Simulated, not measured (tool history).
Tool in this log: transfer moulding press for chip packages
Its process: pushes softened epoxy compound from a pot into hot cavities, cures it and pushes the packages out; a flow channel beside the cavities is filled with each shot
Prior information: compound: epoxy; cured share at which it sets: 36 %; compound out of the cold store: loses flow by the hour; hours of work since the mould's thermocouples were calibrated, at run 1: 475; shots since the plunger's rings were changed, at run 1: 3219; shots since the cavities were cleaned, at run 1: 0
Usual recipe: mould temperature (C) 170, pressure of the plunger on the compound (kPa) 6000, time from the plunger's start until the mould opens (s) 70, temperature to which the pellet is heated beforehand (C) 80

run     day  mould temperature (C)  pressure of the plunger on the compound (kPa)  time from the plunger's start until the mould opens (s)  temperature to which the pellet is heated beforehand (C)  hours of work since the mould's thermocouples were calibrated  shots since the plunger's rings were changed  shots since the cavities were cleaned  incoming compound's hours out of the cold store  length that the compound runs in the flow channel (mm)  greatest force on the pins that push the packages out (N)
  1       0                    170                                           6000                                                       70                                                        80                                                            475                                          3219                                      0                                             45.6                                                     679                                                        243
      1.521  -- cavities cleaned with cleaning compound and waxed
  2   2.188                    170                                           6000                                                       70                                                        80                                                            514                                          4223                                    316                                              8.2                                                     722                                                        593
      3.129  -- cavities cleaned with cleaning compound and waxed
       4.65  -- cavities cleaned with cleaning compound and waxed
  3    4.65                    170                                           5240                                                       70                                                        80                                                            557                                          5327                                      0                                             12.1                                                     639                                                        251
        5.5  -- mould's thermocouples calibrated
      6.388  -- cavities cleaned with cleaning compound and waxed
      7.996  -- cavities cleaned with cleaning compound and waxed
      8.117  -- plunger's sealing rings changed
  4   8.117                    170                                           5240                                                       70                                                        80                                                             44                                             0                                      8                                             24.8                                                     712                                                        252
      9.879  -- cavities cleaned with cleaning compound and waxed
     11.633  -- cavities cleaned with cleaning compound and waxed
  5  11.779                    170                                           5240                                                       70                                                        80                                                            110                                          1671                                     69                                             25.6                                                     676                                                        309
     13.375  -- cavities cleaned with cleaning compound and waxed
     15.117  -- cavities cleaned with cleaning compound and waxed
  6  15.483                    170                                           7110                                                       70                                                        80                                                            176                                          3360                                    174                                             20.2                                                     783                                                        398
     16.879  -- cavities cleaned with cleaning compound and waxed
     17.279  -- cavities cleaned with cleaning compound and waxed, once more
  7  17.608                    170                                           4970                                                       70                                                        80                                                            213                                          4305                                    156                                              9.1                                                     663                                                        378
         19  -- cavities cleaned with cleaning compound and waxed
     20.675  -- cavities cleaned with cleaning compound and waxed
  8    21.4                    170                                           4970                                                       70                                                        80                                                            281                                          6036                                    342                                             44.7                                                     576                                                        447
     22.288  -- cavities cleaned with cleaning compound and waxed
     23.358  -- plunger's sealing rings changed
     23.946  -- cavities cleaned with cleaning compound and waxed
  9  24.329                    170                                           6000                                                       70                                                        80                                                            331                                           429                                    180                                             25.1                                                     753                                                        377
     25.662  -- cavities cleaned with cleaning compound and waxed
 10  26.796                    170                                           6000                                                       70                                                        80                                                            375                                          1564                                    533                                             45.9                                                     698                                                        509
     27.467  -- cavities cleaned with cleaning compound and waxed
     29.112  -- cavities cleaned with cleaning compound and waxed
 11  30.121                    170                                           6000                                                       70                                                        82                                                            434                                          3076                                    476                                             29.8                                                     708                                                        495
     30.733  -- cavities cleaned with cleaning compound and waxed
 12  31.958                    170                                           6000                                                       70                                                        82                                                            467                                          3915                                    578                                             39.9                                                     681                                                        500
     32.258  -- cavities cleaned with cleaning compound and waxed
     33.821  -- cavities cleaned with cleaning compound and waxed
     35.462  -- cavities cleaned with cleaning compound and waxed
 13  35.462                    170                                           5530                                                       78                                                        82                                                            529                                          5481                                      0                                             37.9                                                     640                                                        231
     37.296  -- cavities cleaned with cleaning compound and waxed
     37.883  -- mould's thermocouples calibrated
 14  37.883                    170                                           5530                                                       78                                                        82                                                              0                                          6554                                    238                                             36.7                                                     620                                                        379
     38.679  -- plunger's sealing rings changed
     39.058  -- cavities cleaned with cleaning compound and waxed
 15  39.842                    170                                           5530                                                       78                                                        82                                                             33                                           520                                    369                                             11.1                                                     741                                                        405
     40.592  -- cavities cleaned with cleaning compound and waxed
     42.208  -- cavities cleaned with cleaning compound and waxed
 16  42.592                    170                                           5080                                                      108                                                        80                                                             82                                          1760                                    181                                             37.3                                                     648                                                        330
     43.888  -- cavities cleaned with cleaning compound and waxed
     45.712  -- cavities cleaned with cleaning compound and waxed
 17  46.304                    170                                           5080                                                      108                                                        80                                                            148                                          3453                                    278                                             14.8                                                     663                                                        399
     47.342  -- cavities cleaned with cleaning compound and waxed
     49.062  -- cavities cleaned with cleaning compound and waxed
 18  50.038                    165                                           6490                                                       74                                                        85                                                            215                                          5157                                    460                                             26.2                                                     725                                                        542
     50.746  -- cavities cleaned with cleaning compound and waxed
 19  51.992                    170                                           7240                                                      106                                                        80                                                            250                                          6051                                    588                                             25.1                                                     729                                                        438
     52.417  -- cavities cleaned with cleaning compound and waxed
     54.079  -- plunger's sealing rings changed
     54.142  -- cavities cleaned with cleaning compound and waxed
     55.892  -- cavities cleaned with cleaning compound and waxed
 20  56.012                    167                                           5210                                                      109                                                        82                                                            319                                           854                                     58                                             39.6                                                     684                                                        255
     57.525  -- cavities cleaned with cleaning compound and waxed
     59.062  -- cavities cleaned with cleaning compound and waxed
 21  59.929                    169                                           7350                                                       70                                                        73                                                            389                                          2644                                    409                                             23.5                                                     797                                                        497
     60.812  -- cavities cleaned with cleaning compound and waxed
       62.6  -- cavities cleaned with cleaning compound and waxed
 22  63.425                    169                                           4840                                                       96                                                        73                                                            452                                          4236                                    391                                              8.7                                                     648                                                        435
      64.35  -- cavities cleaned with cleaning compound and waxed
     65.879  -- cavities cleaned with cleaning compound and waxed
 23  66.079                    170                                           7380                                                       70                                                        80                                                            498                                          5430                                     94                                             39.4                                                     726                                                        334
     67.508  -- cavities cleaned with cleaning compound and waxed
     69.046  -- cavities cleaned with cleaning compound and waxed
     69.479  -- plunger's sealing rings changed
     70.425  -- mould's thermocouples calibrated
 24  70.425                    170                                           6000                                                       60                                                        80                                                              0                                           407                                    564                                             45.1                                                     699                                                        612

Consider 4 possible next runs. They are alternatives, not a sequence: every one starts from the tool as it was left by run 24. What does each give?
     70.854  -- cavities cleaned with cleaning compound and waxed
     72.579  -- cavities cleaned with cleaning compound and waxed
  A  73.608                    170                                           6890                                                      103                                                        76                                                             57                                          1850                                    484                                             12.6                                                       ?                                                          ?
     70.854  -- cavities cleaned with cleaning compound and waxed
     72.579  -- cavities cleaned with cleaning compound and waxed
  B  73.608                    171                                           6000                                                       56                                                        79                                                             57                                          1850                                    484                                             25.1                                                       ?                                                          ?
     70.854  -- cavities cleaned with cleaning compound and waxed
     72.579  -- cavities cleaned with cleaning compound and waxed
  C  73.608                    165                                           6000                                                       60                                                        74                                                             57                                          1850                                    484                                             37.2                                                       ?                                                          ?
     70.854  -- cavities cleaned with cleaning compound and waxed
     72.579  -- cavities cleaned with cleaning compound and waxed
  D  73.608                    170                                           6000                                                       69                                                        73                                                             57                                          1850                                    484                                               21                                                       ?                                                          ?

run  length that the compound runs in the flow channel (mm)  greatest force on the pins that push the packages out (N)
  A                                                     809                                                        436
  B                                                     721                                                        638
  C                                                     734                                                        890
  D                                                     734                                                        491
With no hidden state in the tool, these same runs would have given:
run  length that the compound runs in the flow channel (mm)  greatest force on the pins that push the packages out (N)
  A                                                     839                                                        218
  B                                                     748                                                        318
  C                                                     761                                                        445
  D                                                     762                                                        246

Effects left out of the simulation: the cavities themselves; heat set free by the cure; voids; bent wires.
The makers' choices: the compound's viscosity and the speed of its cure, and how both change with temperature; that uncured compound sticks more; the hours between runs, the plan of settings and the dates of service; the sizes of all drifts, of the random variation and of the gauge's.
